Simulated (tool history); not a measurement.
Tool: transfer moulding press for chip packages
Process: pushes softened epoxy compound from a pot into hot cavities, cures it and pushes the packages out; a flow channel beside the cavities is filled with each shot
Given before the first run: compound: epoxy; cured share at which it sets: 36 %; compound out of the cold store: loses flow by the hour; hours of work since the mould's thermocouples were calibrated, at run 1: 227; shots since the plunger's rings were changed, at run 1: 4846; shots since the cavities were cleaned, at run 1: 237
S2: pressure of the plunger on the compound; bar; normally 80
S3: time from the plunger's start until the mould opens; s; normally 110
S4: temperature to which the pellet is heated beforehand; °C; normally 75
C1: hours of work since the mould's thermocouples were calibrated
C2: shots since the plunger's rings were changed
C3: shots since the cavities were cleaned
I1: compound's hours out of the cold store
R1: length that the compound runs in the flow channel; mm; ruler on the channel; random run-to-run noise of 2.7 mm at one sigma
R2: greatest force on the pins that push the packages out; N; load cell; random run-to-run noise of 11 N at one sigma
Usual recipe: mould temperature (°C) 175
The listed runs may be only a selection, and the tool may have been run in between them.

Run 1, day 0: usual settings; C1 227; C2 4846; C3 237; I1 27. Result: R1 686 mm, R2 700 N.
Run 2, day 1.329: usual settings; C1 249; C2 5201; C3 592; I1 28.6. Result: R1 676 mm, R2 819 N.
At day 1.85: cavities cleaned with cleaning compound and waxed.
At day 2.088: plunger's sealing rings changed.
Run 3, day 2.892: usual settings; C1 271; C2 214; C3 249; I1 31.6. Result: R1 699 mm, R2 713 N.
Run 4, day 4.017: usual settings but mould temperature (°C) 180; C1 289; C2 515; C3 550; I1 19.4. Result: R1 728 mm, R2 662 N.
At day 4.725: cavities cleaned with cleaning compound and waxed.
Run 5, day 5.208: usual settings but mould temperature (°C) 180; C1 307; C2 816; C3 129; I1 16.8. Result: R1 733 mm, R2 533 N.
Run 6, day 6.258: usual settings; C1 324; C2 1097; C3 410; I1 17.3. Result: R1 737 mm, R2 762 N.
Run 7, day 7.058: usual settings; C1 337; C2 1310; C3 623; I1 41.3. Result: R1 666 mm, R2 800 N.
At day 7.454: cavities cleaned with cleaning compound and waxed.
Run 8, day 7.883: usual settings; C1 349; C2 1515; C3 115; I1 46.8. Result: R1 651 mm, R2 588 N.
At day 8.808: mould's thermocouples calibrated.
Run 9, day 9.088: usual settings but mould temperature (°C) 176; C1 4; C2 1813; C3 413; I1 26.8. Result: R1 698 mm, R2 716 N.
At day 10.317: cavities cleaned with cleaning compound and waxed.
Run 10, day 10.388: usual settings but mould temperature (°C) 176; C1 24; C2 2144; C3 19; I1 33.5. Result: R1 682 mm, R2 501 N.
Run 11, day 11.375: usual settings but mould temperature (°C) 176; C1 40; C2 2408; C3 283; I1 27.6. Result: R1 692 mm, R2 675 N.
Run 12, day 12.662: usual settings but mould temperature (°C) 176, S3 120 s; C1 61; C2 2751; C3 626; I1 11.9. Result: R1 743 mm, R2 733 N.
At day 13.104: cavities cleaned with cleaning compound and waxed.
Run 13, day 13.925: usual settings but mould temperature (°C) 176, S3 120 s; C1 80; C2 3073; C3 220; I1 30.2. Result: R1 686 mm, R2 597 N.
Run 14, day 14.771: usual settings but mould temperature (°C) 176, S3 120 s; C1 94; C2 3298; C3 445; I1 19.3. Result: R1 717 mm, R2 684 N.
At day 15.896: cavities cleaned with cleaning compound and waxed.
Run 15, day 16.304: usual settings but mould temperature (°C) 183, S2 82.8 bar, S3 98 s, S4 69 °C; C1 117; C2 3691; C3 109; I1 16.8. Result: R1 724 mm, R2 550 N.
Run 16, day 17.329: usual settings but mould temperature (°C) 183, S2 72.3 bar, S3 98 s, S4 84 °C; C1 134; C2 3965; C3 383; I1 21.4. Result: R1 660 mm, R2 656 N.
At day 18.671: cavities cleaned with cleaning compound and waxed.
Run 17, day 18.671: usual settings but S2 79.2 bar, S4 83 °C; C1 154; C2 4306; C3 0; I1 14.2. Result: R1 718 mm, R2 545 N.
Run 18, day 20.071: usual settings but S2 79.2 bar, S4 83 °C; C1 177; C2 4680; C3 374; I1 35.6. Result: R1 660 mm, R2 711 N.
At day 21.454: cavities cleaned with cleaning compound and waxed.
Run 19, day 21.454: usual settings but S2 79.2 bar, S4 67 °C; C1 198; C2 5033; C3 0; I1 46. Result: R1 626 mm, R2 525 N.
Run 20, day 22.229: usual settings but mould temperature (°C) 180, S2 79.2 bar, S4 77 °C; C1 210; C2 5240; C3 207; I1 21.2. Result: R1 690 mm, R2 552 N.
At day 22.854: plunger's sealing rings changed.
Run 21, day 23.671: usual settings but S3 116 s; C1 232; C2 218; C3 564; I1 26.8. Result: R1 707 mm, R2 710 N.
At day 24.333: cavities cleaned with cleaning compound and waxed.
Run 22, day 24.7: usual settings but S2 95.7 bar, S3 116 s; C1 247; C2 477; C3 98; I1 35.2. Result: R1 750 mm, R2 561 N.
Run 23, day 26.021: usual settings but S2 95.7 bar, S3 116 s; C1 268; C2 829; C3 450; I1 34.7. Result: R1 749 mm, R2 722 N.
At day 27.133: cavities cleaned with cleaning compound and waxed.
Run 24, day 27.438: usual settings but S2 95.7 bar, S3 116 s; C1 290; C2 1190; C3 80; I1 13.8. Result: R1 814 mm, R2 534 N.
Run 25, day 28.704: usual settings but mould temperature (°C) 177; C1 310; C2 1529; C3 419; I1 38. Result: R1 663 mm, R2 701 N.
Run 26, day 29.642: usual settings but mould temperature (°C) 177; C1 326; C2 1780; C3 670; I1 16.3. Result: R1 734 mm, R2 780 N.
At day 29.862: cavities cleaned with cleaning compound and waxed.
Run 27, day 30.892: usual settings but mould temperature (°C) 177, S2 74.1 bar, S3 129 s, S4 74 °C; C1 345; C2 2097; C3 276; I1 31.3. Result: R1 655 mm, R2 558 N.
At day 32.092: mould's thermocouples calibrated.
Run 28, day 32.4: usual settings but mould temperature (°C) 177, S2 79.5 bar, S3 122 s, S4 74 °C; C1 5; C2 2477; C3 656; I1 44.5. Result: R1 650 mm, R2 669 N.

Alternative continuations, all from the tool just after run 28; predict every row:
At day 32.679: cavities cleaned with cleaning compound and waxed.
Run A, day 33.338: usual settings but mould temperature (°C) 172, S2 82.3 bar, S3 122 s, S4 74 °C; C1 19; C2 2711; C3 177; I1 13.7. Result: R1 ?, R2 ?.
At day 32.679: cavities cleaned with cleaning compound and waxed.
Run B, day 33.338: usual settings but mould temperature (°C) 177, S2 79.5 bar, S3 108 s, S4 74 °C; C1 19; C2 2711; C3 177; I1 26.1. Result: R1 ?, R2 ?.
At day 32.679: cavities cleaned with cleaning compound and waxed.
Run C, day 33.338: usual settings but mould temperature (°C) 177, S2 81.9 bar, S3 144 s; C1 19; C2 2711; C3 177; I1 35.6. Result: R1 ?, R2 ?.
At day 32.679: cavities cleaned with cleaning compound and waxed.
Run D, day 33.338: usual settings but S3 135 s, S4 84 °C; C1 19; C2 2711; C3 177; I1 15. Result: R1 ?, R2 ?.

run   R1   R2
  A  753  668
  B  693  603
  C  679  494
  D  733  520
Had the tool no hidden state, the same runs would have come out as:
run   R1   R2
  A  771  527
  B  710  475
  C  696  386
  D  751  409
